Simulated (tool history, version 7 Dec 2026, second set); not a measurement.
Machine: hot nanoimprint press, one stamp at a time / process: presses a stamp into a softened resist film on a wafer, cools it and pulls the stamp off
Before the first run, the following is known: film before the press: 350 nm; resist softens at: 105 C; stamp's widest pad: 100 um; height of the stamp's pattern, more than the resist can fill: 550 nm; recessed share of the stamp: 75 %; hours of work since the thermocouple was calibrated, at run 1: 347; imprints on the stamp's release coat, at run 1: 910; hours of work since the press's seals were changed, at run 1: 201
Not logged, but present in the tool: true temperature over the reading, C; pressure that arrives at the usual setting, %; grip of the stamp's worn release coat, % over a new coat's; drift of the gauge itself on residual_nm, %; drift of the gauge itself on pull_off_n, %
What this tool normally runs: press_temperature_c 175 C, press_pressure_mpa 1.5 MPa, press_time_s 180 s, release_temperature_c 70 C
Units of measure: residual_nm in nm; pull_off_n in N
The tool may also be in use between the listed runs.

run   hour  press_temperature_c  press_pressure_mpa  press_time_s  release_temperature_c  hours of work since the thermocouple was calibrated  imprints on the stamp's release coat  hours of work since the press's seals were changed  residual_nm  pull_off_n
  1      0                  175                 1.5           180                     70                                                  347                                   910                                                 201        204.2         181
  2   22.2                  175                 1.5           180                     70                                                  361                                  1000                                                 215        205.6         188
  3     47                  175                 0.9           180                     70                                                  377                                  1100                                                 230          247         190
  4   70.5                  175                 0.9           180                     70                                                  391                                  1195                                                 245        247.7         193
  5   86.4                  175                 0.9           180                     70                                                  401                                  1260                                                 255          247         193
       101  -- plate thermocouple calibrated
     113.6  -- stamp cleaned and given a new release coat
  6  113.6                  175                 0.9           180                     70                                                    4                                     0                                                 266        237.8         144
  7  135.6                  175                 0.9           180                     70                                                   18                                    89                                                 280        236.4         147
  8  164.9                  175                 0.9           180                     70                                                   36                                   208                                                 298        237.4         151
  9  193.8                  176                 0.9           180                     70                                                   54                                   325                                                 316        233.6         155
 10    215                  175                 1.5           166                     70                                                   67                                   411                                                 329        203.3         157
 11  249.3                  175                 1.5           166                     70                                                   88                                   550                                                 350        203.7         167
 12  263.7                  175                 1.5           166                     70                                                   97                                   608                                                 359        204.7         165
 13  294.2                  175                 1.5           180                     70                                                  116                                   732                                                 378        199.8         173
 14  316.6                  175                 1.5           303                     70                                                  130                                   822                                                 392        168.3         178
 15  340.3                  175                 1.5           303                     70                                                  145                                   918                                                 407        169.1         178
 16  371.9                  164                1.15           303                     70                                                  165                                  1046                                                 427          262         182
 17  406.1                  164                1.15           303                     70                                                  186                                  1185                                                 448        262.5         189
 18  433.2                  164                1.15           303                     70                                                  203                                  1295                                                 465        263.1         199
     449.9  -- stamp cleaned and given a new release coat
 19  465.3                  164                1.15           303                     70                                                  219                                    62                                                 481        262.3         150
 20  483.6                  164                1.15           303                     70                                                  230                                   137                                                 492        264.3         157
 21    510                  171                1.96           198                     63                                                  247                                   243                                                 509        203.3         187
 22  525.9                  175                 1.5           256                     70                                                  256                                   308                                                 519        181.6         157
 23  559.8                  167                1.14           256                     72                                                  278                                   445                                                 540        257.6         159
 24  581.5                  175                 1.5           180                     69                                                  291                                   533                                                 553        206.9         175
 25  608.5                  179                1.86           266                     70                                                  308                                   642                                                 570        143.6         172
 26  631.2                  175                0.93           108                     70                                                  322                                   734                                                 584        274.2         180
 27  666.4                  170                0.93           102                     67                                                  344                                   877                                                 606          299         200
 28  682.5                  167                1.07           180                     56                                                  354                                   942                                                 616        280.6         265
 29  711.1                  167                1.07           180                     56                                                  372                                  1058                                                 634        282.4         268

Some steps in residual_nm between neighbouring runs. How much of each would the tool show without its hidden state too (settings, what came in, random variation), and how much is left for the hidden state, with any gauge scatter that isn't in both results?
Run 5 -> 6: plate thermocouple calibrated, stamp cleaned and given a new release coat. residual_nm -9.2 nm: hidden state -10, all else +0.8.
Run 15 -> 16: press_temperature_c 175 -> 164, press_pressure_mpa 1.5 -> 1.15. residual_nm +92.9 nm: hidden state +0.7, all else +92.2.
Run 25 -> 26: press_temperature_c 179 -> 175, press_pressure_mpa 1.86 -> 0.93, press_time_s 266 -> 108. residual_nm +130.6 nm: hidden state -0.4, all else +131.
Run 27 -> 28: press_temperature_c 170 -> 167, press_pressure_mpa 0.93 -> 1.07, press_time_s 102 -> 180, release_temperature_c 67 -> 56. residual_nm -18.4 nm: hidden state +2.9, all else -21.3.
